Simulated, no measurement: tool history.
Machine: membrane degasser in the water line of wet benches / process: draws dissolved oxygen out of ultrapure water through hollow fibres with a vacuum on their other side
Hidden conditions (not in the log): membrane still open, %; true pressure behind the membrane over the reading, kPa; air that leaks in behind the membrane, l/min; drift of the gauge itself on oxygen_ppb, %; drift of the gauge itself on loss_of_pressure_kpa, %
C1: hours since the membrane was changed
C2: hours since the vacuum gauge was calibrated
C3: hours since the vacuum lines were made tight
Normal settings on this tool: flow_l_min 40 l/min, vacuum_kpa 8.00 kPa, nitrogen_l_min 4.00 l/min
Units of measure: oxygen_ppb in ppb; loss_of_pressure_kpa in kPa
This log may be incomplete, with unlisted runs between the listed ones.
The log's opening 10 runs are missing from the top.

Run 11, day 63.333: usual settings; C1 4197; C2 286; C3 9809. Result: oxygen_ppb 117.2 ppb, loss_of_pressure_kpa 56.79 kPa.
Run 12, day 69.621: usual settings but nitrogen_l_min 8.21 l/min; C1 4348; C2 437; C3 9960. Result: oxygen_ppb 61.8 ppb, loss_of_pressure_kpa 57.22 kPa.
At day 70.367: vacuum gauge calibrated, once more.
At day 74.967: seals of the vacuum lines changed.
Run 13, day 75.121: usual settings but vacuum_kpa 6.60 kPa; C1 4478; C2 112; C3 4. Result: oxygen_ppb 82.6 ppb, loss_of_pressure_kpa 57.09 kPa.
Run 14, day 83.842: usual settings but vacuum_kpa 6.60 kPa; C1 4687; C2 321; C3 213. Result: oxygen_ppb 82.7 ppb, loss_of_pressure_kpa 56.60 kPa.
Run 15, day 88.833: usual settings but vacuum_kpa 6.60 kPa; C1 4807; C2 441; C3 333. Result: oxygen_ppb 82.6 ppb, loss_of_pressure_kpa 56.89 kPa.
Run 16, day 94.146: usual settings but vacuum_kpa 6.60 kPa; C1 4934; C2 569; C3 460. Result: oxygen_ppb 82.6 ppb, loss_of_pressure_kpa 57.24 kPa.
Run 17, day 103.879: usual settings but vacuum_kpa 6.60 kPa; C1 5168; C2 802; C3 694. Result: oxygen_ppb 82.1 ppb, loss_of_pressure_kpa 57.10 kPa.
Run 18, day 110.775: usual settings but vacuum_kpa 7.15 kPa; C1 5334; C2 968; C3 859. Result: oxygen_ppb 96.0 ppb, loss_of_pressure_kpa 57.61 kPa.
Run 19, day 115.196: usual settings but vacuum_kpa 7.15 kPa; C1 5440; C2 1074; C3 965. Result: oxygen_ppb 95.6 ppb, loss_of_pressure_kpa 57.39 kPa.

Run 20, settings as shown, results not yet in. Your forecast:
Run 20, day 122.504: usual settings but vacuum_kpa 7.15 kPa; C1 5615; C2 1249; C3 1141. Result: oxygen_ppb ?, loss_of_pressure_kpa ?.

Run 20 came out at oxygen_ppb 94.7 ppb, loss_of_pressure_kpa 57.30 kPa.
Were there no unlogged condition in the tool, this run, its random variation unchanged, would have produced oxygen_ppb 93.7 ppb, loss_of_pressure_kpa 55.55 kPa.

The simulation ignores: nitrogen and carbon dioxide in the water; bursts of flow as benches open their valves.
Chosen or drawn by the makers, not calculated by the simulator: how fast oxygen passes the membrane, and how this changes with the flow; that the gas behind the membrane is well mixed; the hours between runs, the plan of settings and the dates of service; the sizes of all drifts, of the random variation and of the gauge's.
